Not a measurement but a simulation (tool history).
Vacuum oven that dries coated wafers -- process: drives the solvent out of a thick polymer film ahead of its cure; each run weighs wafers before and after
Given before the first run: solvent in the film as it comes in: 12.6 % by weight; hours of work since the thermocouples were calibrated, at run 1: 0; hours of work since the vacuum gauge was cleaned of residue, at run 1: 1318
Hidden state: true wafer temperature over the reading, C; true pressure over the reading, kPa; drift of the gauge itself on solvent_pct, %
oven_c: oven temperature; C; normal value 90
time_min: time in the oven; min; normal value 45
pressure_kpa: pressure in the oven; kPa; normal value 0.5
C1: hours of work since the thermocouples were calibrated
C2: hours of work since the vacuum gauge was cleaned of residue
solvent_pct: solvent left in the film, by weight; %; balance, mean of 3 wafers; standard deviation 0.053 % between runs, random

{"run": 1, "day": 0.0, "oven_c": 90, "time_min": 45, "pressure_kpa": 0.5, "C1": 0, "C2": 1318, "solvent_pct": 2.95}
{"run": 2, "day": 0.842, "oven_c": 90, "time_min": 45, "pressure_kpa": 0.5, "C1": 15, "C2": 1333, "solvent_pct": 2.82}
{"run": 3, "day": 1.9, "oven_c": 90, "time_min": 45, "pressure_kpa": 0.5, "C1": 34, "C2": 1352, "solvent_pct": 2.88}
{"run": 4, "day": 3.029, "oven_c": 90, "time_min": 45, "pressure_kpa": 0.5, "C1": 54, "C2": 1372, "solvent_pct": 2.95}
{"run": 5, "day": 3.904, "oven_c": 90, "time_min": 43, "pressure_kpa": 0.5, "C1": 69, "C2": 1387, "solvent_pct": 3.04}
{"run": 6, "day": 4.721, "oven_c": 90, "time_min": 45, "pressure_kpa": 0.5, "C1": 84, "C2": 1402, "solvent_pct": 2.97}
{"run": 7, "day": 6.242, "oven_c": 90, "time_min": 45, "pressure_kpa": 0.5, "C1": 111, "C2": 1429, "solvent_pct": 3.02}
{"run": 8, "day": 7.954, "oven_c": 90, "time_min": 45, "pressure_kpa": 1.126, "C1": 141, "C2": 1459, "solvent_pct": 4.29}
{"run": 9, "day": 8.733, "oven_c": 90, "time_min": 45, "pressure_kpa": 1.126, "C1": 155, "C2": 1473, "solvent_pct": 4.34}
{"run": 10, "day": 9.846, "oven_c": 90, "time_min": 45, "pressure_kpa": 1.126, "C1": 175, "C2": 1493, "solvent_pct": 4.43}
{"run": 11, "day": 11.258, "oven_c": 90, "time_min": 45, "pressure_kpa": 1.126, "C1": 200, "C2": 1518, "solvent_pct": 4.32}
{"run": 12, "day": 12.9, "oven_c": 90, "time_min": 24, "pressure_kpa": 0.5, "C1": 229, "C2": 1547, "solvent_pct": 4.45}
{"run": 13, "day": 13.692, "oven_c": 90, "time_min": 24, "pressure_kpa": 0.5, "C1": 243, "C2": 1561, "solvent_pct": 4.51}
{"run": 14, "day": 15.233, "oven_c": 90, "time_min": 24, "pressure_kpa": 0.5, "C1": 270, "C2": 1589, "solvent_pct": 4.68}
{"run": 15, "day": 16.404, "oven_c": 79, "time_min": 24, "pressure_kpa": 0.5, "C1": 291, "C2": 1609, "solvent_pct": 7.54}
{"run": 16, "day": 17.492, "oven_c": 90, "time_min": 45, "pressure_kpa": 0.5, "C1": 311, "C2": 1629, "solvent_pct": 3.23}
{"run": 17, "day": 18.304, "oven_c": 90, "time_min": 45, "pressure_kpa": 0.5, "C1": 325, "C2": 1643, "solvent_pct": 3.32}
{"run": 18, "day": 19.504, "oven_c": 90, "time_min": 45, "pressure_kpa": 0.5, "C1": 346, "C2": 1664, "solvent_pct": 3.25}
{"run": 19, "day": 21.1, "oven_c": 90, "time_min": 45, "pressure_kpa": 0.5, "C1": 375, "C2": 1693, "solvent_pct": 3.33}
{"run": 20, "day": 22.446, "oven_c": 90, "time_min": 53, "pressure_kpa": 0.5, "C1": 399, "C2": 1717, "solvent_pct": 3.17}
{"run": 21, "day": 23.567, "oven_c": 90, "time_min": 45, "pressure_kpa": 0.5, "C1": 418, "C2": 1737, "solvent_pct": 3.35}
{"run": 22, "day": 24.579, "oven_c": 90, "time_min": 45, "pressure_kpa": 0.5, "C1": 436, "C2": 1755, "solvent_pct": 3.31}
{"run": 23, "day": 25.733, "oven_c": 90, "time_min": 45, "pressure_kpa": 0.5, "C1": 457, "C2": 1775, "solvent_pct": 3.4}
{"run": 24, "day": 27.083, "oven_c": 97, "time_min": 38, "pressure_kpa": 0.911, "C1": 481, "C2": 1799, "solvent_pct": 3.13}
{"run": 25, "day": 28.746, "oven_c": 89, "time_min": 39, "pressure_kpa": 0.297, "C1": 510, "C2": 1829, "solvent_pct": 3.53}
{"run": 26, "day": 30.583, "oven_c": 89, "time_min": 39, "pressure_kpa": 0.297, "C1": 543, "C2": 1861, "solvent_pct": 3.51}
{"run": 27, "day": 32.033, "oven_c": 90, "time_min": 45, "pressure_kpa": 0.841, "C1": 569, "C2": 1887, "solvent_pct": 4.19}
{"run": 28, "day": 33.812, "oven_c": 90, "time_min": 45, "pressure_kpa": 0.841, "C1": 600, "C2": 1919, "solvent_pct": 4.23}
{"run": 29, "day": 35.517, "oven_c": 82, "time_min": 25, "pressure_kpa": 0.426, "C1": 631, "C2": 1949, "solvent_pct": 6.87}
{"run": 30, "day": 36.796, "oven_c": 82, "time_min": 25, "pressure_kpa": 0.426, "C1": 653, "C2": 1972, "solvent_pct": 6.88}
{"run": 31, "day": 38.517, "oven_c": 82, "time_min": 25, "pressure_kpa": 0.723, "C1": 684, "C2": 2002, "solvent_pct": 7.52}

Forecast run 32:
{"run": 32, "day": 39.712, "oven_c": 103, "time_min": 58, "pressure_kpa": 0.28, "C1": 705, "C2": 2023, "solvent_pct": "?"}

{"run 32": {"solvent_pct": 1.68}}
On a tool with no hidden condition, and with the same random variation, this run would have come out at solvent_pct 0.39 %.
